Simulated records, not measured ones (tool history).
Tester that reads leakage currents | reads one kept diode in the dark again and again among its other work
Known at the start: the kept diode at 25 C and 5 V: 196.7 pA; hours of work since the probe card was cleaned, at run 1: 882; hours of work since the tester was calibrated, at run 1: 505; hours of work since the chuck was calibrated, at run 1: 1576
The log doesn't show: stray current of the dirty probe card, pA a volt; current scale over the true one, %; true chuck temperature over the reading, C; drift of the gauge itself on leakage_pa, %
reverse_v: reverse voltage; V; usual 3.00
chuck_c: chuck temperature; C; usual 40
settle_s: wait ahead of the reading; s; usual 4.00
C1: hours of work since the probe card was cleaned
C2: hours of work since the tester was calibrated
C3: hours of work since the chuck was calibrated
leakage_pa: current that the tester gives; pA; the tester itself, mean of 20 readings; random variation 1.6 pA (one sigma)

Run 1, hour 0.0: usual settings; C1 882; C2 505; C3 1576. Result: leakage_pa 515.45 pA.
Run 2, hour 273.5: usual settings; C1 1043; C2 666; C3 1737. Result: leakage_pa 516.99 pA.
At hour 476.6: chuck's temperature calibrated.
Run 3, hour 525.2: usual settings; C1 1190; C2 813; C3 29. Result: leakage_pa 552.90 pA.
Run 4, hour 714.2: usual settings; C1 1301; C2 924; C3 140. Result: leakage_pa 549.24 pA.
At hour 732.3: probe card cleaned and baked.
Run 5, hour 1009.0: usual settings but reverse_v 6.20 V; C1 163; C2 1096; C3 312. Result: leakage_pa 752.22 pA.
Run 6, hour 1178.9: usual settings but reverse_v 6.20 V; C1 263; C2 1196; C3 412. Result: leakage_pa 750.33 pA.
Run 7, hour 1322.3: usual settings but reverse_v 6.20 V; C1 347; C2 1280; C3 496. Result: leakage_pa 745.51 pA.
Run 8, hour 1497.1: usual settings but settle_s 4.97 s; C1 450; C2 1383; C3 599. Result: leakage_pa 532.85 pA.
Run 9, hour 1691.0: usual settings but settle_s 4.97 s; C1 564; C2 1497; C3 713. Result: leakage_pa 531.41 pA.
Run 10, hour 1855.1: usual settings but reverse_v 10.68 V, settle_s 3.17 s; C1 661; C2 1594; C3 809. Result: leakage_pa 953.78 pA.
Run 11, hour 2041.0: usual settings but reverse_v 14.10 V, chuck_c 25 C; C1 770; C2 1703; C3 919. Result: leakage_pa 324.78 pA.
Run 12, hour 2257.5: usual settings but reverse_v 1.16 V, settle_s 3.80 s; C1 898; C2 1831; C3 1046. Result: leakage_pa 340.67 pA.
Run 13, hour 2482.1: usual settings but reverse_v 1.16 V, chuck_c 50 C, settle_s 1.32 s; C1 1030; C2 1963; C3 1178. Result: leakage_pa 734.01 pA.
Run 14, hour 2736.1: usual settings but reverse_v 1.16 V, chuck_c 50 C, settle_s 1.32 s; C1 1179; C2 2112; C3 1328. Result: leakage_pa 730.93 pA.
Run 15, hour 2926.7: usual settings but reverse_v 4.09 V, chuck_c 20 C; C1 1291; C2 2224; C3 1440. Result: leakage_pa 118.37 pA.
At hour 2969.3: probe card cleaned and baked.
Run 16, hour 3115.9: usual settings but reverse_v 4.09 V, chuck_c 20 C; C1 86; C2 2334; C3 1550. Result: leakage_pa 107.41 pA.
Run 17, hour 3409.4: usual settings but reverse_v 2.30 V, chuck_c 21 C; C1 259; C2 2507; C3 1722. Result: leakage_pa 90.46 pA.
Run 18, hour 3530.8: usual settings but reverse_v 2.87 V, chuck_c 34 C, settle_s 1.69 s; C1 330; C2 2578; C3 1794. Result: leakage_pa 307.99 pA.

The same runs without the tool's hidden state, with the same run-to-run variation:
run  leakage_pa
  1      544.11
  2      548.27
  3      546.76
  4      544.90
  5      760.52
  6      760.04
  7      756.80
  8      543.57
  9      543.61
 10      970.93
 11      316.25
 12      353.10
 13      763.88
 14      764.49
 15      115.61
 16      114.80
 17       96.80
 18      330.10

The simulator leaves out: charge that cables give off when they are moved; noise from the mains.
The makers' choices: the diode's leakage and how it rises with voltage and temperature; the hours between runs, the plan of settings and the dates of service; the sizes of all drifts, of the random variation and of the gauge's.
